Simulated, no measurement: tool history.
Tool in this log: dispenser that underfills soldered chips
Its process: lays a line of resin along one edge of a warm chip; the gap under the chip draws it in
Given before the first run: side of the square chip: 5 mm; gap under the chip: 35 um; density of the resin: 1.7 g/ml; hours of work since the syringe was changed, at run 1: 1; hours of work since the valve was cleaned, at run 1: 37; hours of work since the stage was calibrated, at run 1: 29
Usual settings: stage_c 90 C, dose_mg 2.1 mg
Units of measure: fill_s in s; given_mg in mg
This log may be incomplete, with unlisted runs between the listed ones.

run	hour	stage_c	dose_mg	hours of work since the syringe was changed	hours of work since the valve was cleaned	hours of work since the stage was calibrated	fill_s	given_mg
1	0	90	2.1	1	37	29	38.7	2.059
2	3.8	90	2.41	3	39	32	44.6	2.36
3	7.6	90	2.41	6	42	35	53.7	2.358
# hour 8.3: new syringe of resin
# hour 11.7: dispensing valve cleaned and set on the balance
4	13.1	90	2.41	3	1	37	42.4	2.409
5	15.6	90	2.41	4	3	39	47.1	2.411
# hour 18.7: new syringe of resin
6	20.5	94	2.1	1	6	42	34.7	2.098
7	23.8	90	2.36	3	8	44	45.3	2.358
# hour 28: new syringe of resin
8	28.4	90	2.44	0	11	47	35.7	2.432
9	32.2	96	2.1	3	13	50	35.8	2.09
10	34.5	82	2.1	4	15	51	62.8	2.091
# hour 37.4: new syringe of resin
11	38.2	90	2.27	1	17	54	36.5	2.258
12	43.3	90	2.27	4	21	57	46.8	2.258
# hour 46.5: new syringe of resin
13	47.7	90	2.27	1	23	60	37.7	2.252
14	52	90	2.27	4	26	63	44.7	2.251
# hour 56: new syringe of resin
15	57.6	90	2.27	1	30	66	39.5	2.247
16	62.7	90	2.27	5	33	70	47.6	2.244
# hour 65.6: new syringe of resin
17	67.9	103	2.1	1	36	73	26.2	2.074
18	70.6	81	2.1	3	38	75	60	2.068
# hour 74.9: new syringe of resin
19	74.9	81	2.5	0	41	77	47.1	2.464
# hour 79.8: dispensing valve cleaned and set on the balance
20	79.9	81	2.01	3	0	80	57	2.015
21	83.8	96	2.64	5	3	83	39.9	2.639
# hour 85.1: new syringe of resin
22	89.2	104	2.1	3	6	86	28.3	2.096
# hour 94.3: new syringe of resin
23	94.8	104	2.1	0	10	90	24.7	2.094
24	100.4	105	2.1	4	13	93	30	2.09
# hour 103.5: new syringe of resin
25	106.2	105	2.1	2	17	97	24.7	2.09
26	111	93	2.28	5	20	100	45.3	2.266
# hour 112.7: new syringe of resin
27	115.1	98	2.13	2	23	103	31.3	2.117
28	120.1	98	2.13	5	26	106	38.8	2.112
# hour 122: new syringe of resin
29	125.9	87	2.49	3	30	110	46	2.464
30	129.2	96	2.66	5	32	112	39.3	2.632
# hour 131.5: new syringe of resin
31	132.8	93	1.8	1	34	114	35.9	1.778
32	135.6	99	2.46	3	36	116	32.3	2.43

Run 33 has not been measured yet. What should we expect?
# hour 140.7: new syringe of resin
33	141.1	91	2.65	0	40	120	?	?

Run 33 measured fill_s 34.5 s, given_mg 2.615 mg.
Take away the tool's hidden state, keep the run-to-run variation as it was, and the same run would have given fill_s 34.7 s, given_mg 2.652 mg.
